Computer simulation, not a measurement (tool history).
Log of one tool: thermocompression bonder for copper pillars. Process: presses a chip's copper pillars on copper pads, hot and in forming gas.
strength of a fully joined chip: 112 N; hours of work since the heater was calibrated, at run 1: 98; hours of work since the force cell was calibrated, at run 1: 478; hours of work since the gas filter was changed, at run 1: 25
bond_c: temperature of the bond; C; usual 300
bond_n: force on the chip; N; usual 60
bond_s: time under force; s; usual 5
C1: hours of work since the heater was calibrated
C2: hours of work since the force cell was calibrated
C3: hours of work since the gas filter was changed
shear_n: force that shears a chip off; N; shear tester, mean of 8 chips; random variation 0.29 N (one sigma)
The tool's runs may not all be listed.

Run 1, day 0.000: usual settings; C1 98; C2 478; C3 25. Result: shear_n 47.6 N.
Run 2, day 3.896: usual settings; C1 165; C2 545; C3 92. Result: shear_n 46.3 N.
Run 3, day 7.525: usual settings but bond_c 326 C; C1 228; C2 608; C3 155. Result: shear_n 56.1 N.
Run 4, day 9.838: usual settings but bond_c 326 C; C1 268; C2 648; C3 195. Result: shear_n 55.6 N.
Run 5, day 12.200: usual settings but bond_c 326 C; C1 309; C2 689; C3 236. Result: shear_n 54.9 N.
Run 6, day 14.517: usual settings but bond_c 326 C; C1 349; C2 729; C3 276. Result: shear_n 54.6 N.
At day 15.633: forming gas filter changed.
Run 7, day 17.188: usual settings but bond_c 291 C; C1 395; C2 775; C3 27. Result: shear_n 45.8 N.
Run 8, day 21.108: usual settings but bond_s 3 s; C1 462; C2 843; C3 95. Result: shear_n 40.3 N.
Run 9, day 23.696: usual settings but bond_c 320 C; C1 507; C2 887; C3 139. Result: shear_n 56.1 N.
Run 10, day 27.521: usual settings but bond_s 15 s; C1 573; C2 953; C3 206. Result: shear_n 67.5 N.
At day 30.138: heater calibrated with a thermocouple chip.
Run 11, day 30.712: usual settings but bond_c 326 C; C1 10; C2 1007; C3 259. Result: shear_n 52.3 N.
At day 32.938: forming gas filter changed.
Run 12, day 34.529: usual settings; C1 76; C2 1073; C3 28. Result: shear_n 47.5 N.
Run 13, day 37.933: usual settings but bond_n 52 N, bond_s 10 s; C1 134; C2 1132; C3 86. Result: shear_n 54.3 N.
Run 14, day 41.888: usual settings but bond_c 284 C, bond_n 56 N, bond_s 10 s; C1 203; C2 1200; C3 155. Result: shear_n 49.8 N.
Run 15, day 44.550: usual settings but bond_c 272 C, bond_n 66 N, bond_s 8 s; C1 249; C2 1246; C3 201. Result: shear_n 44.7 N.
Run 16, day 47.921: usual settings but bond_c 295 C, bond_n 84 N, bond_s 14 s; C1 307; C2 1304; C3 259. Result: shear_n 70.9 N.
At day 50.108: forming gas filter changed.
Run 17, day 50.804: usual settings but bond_c 295 C, bond_n 84 N, bond_s 14 s; C1 357; C2 1354; C3 12. Result: shear_n 80.3 N.
Run 18, day 53.550: usual settings but bond_c 295 C, bond_n 84 N, bond_s 14 s; C1 404; C2 1401; C3 59. Result: shear_n 78.5 N.
Run 19, day 56.575: usual settings but bond_c 304 C, bond_n 53 N, bond_s 10 s; C1 456; C2 1454; C3 112. Result: shear_n 58.8 N.
Run 20, day 58.208: usual settings but bond_c 273 C, bond_n 77 N; C1 485; C2 1482; C3 140. Result: shear_n 44.3 N.
Run 21, day 62.038: usual settings but bond_c 284 C, bond_s 7 s; C1 551; C2 1548; C3 206. Result: shear_n 46.8 N.
Run 22, day 64.688: usual settings but bond_n 49 N; C1 597; C2 1594; C3 252. Result: shear_n 40.4 N.
At day 65.975: heater calibrated with a thermocouple chip.
At day 67.217: forming gas filter changed.
Run 23, day 67.329: usual settings but bond_c 320 C, bond_n 55 N, bond_s 3 s; C1 23; C2 1638; C3 2. Result: shear_n 42.7 N.
Run 24, day 71.308: usual settings but bond_c 289 C, bond_n 75 N, bond_s 12 s; C1 92; C2 1707; C3 71. Result: shear_n 63.7 N.

The same runs without the tool's hidden state, with the same run-to-run variation:
The hidden state here: true temperature of the bond over the reading, C; force that reaches the chip, % of what is set; oxide that the forming gas leaves, % of the face; drift of the gauge itself on shear_n, %.
run  shear_n
  1     47.7
  2     47.3
  3     58.5
  4     58.8
  5     58.8
  6     59.3
  7     43.8
  8     39.0
  9     55.8
 10     68.8
 11     58.3
 12     47.6
 13     55.4
 14     51.6
 15     46.6
 16     76.7
 17     78.0
 18     77.3
 19     58.1
 20     43.4
 21     46.9
 22     41.3
 23     44.2
 24     66.6
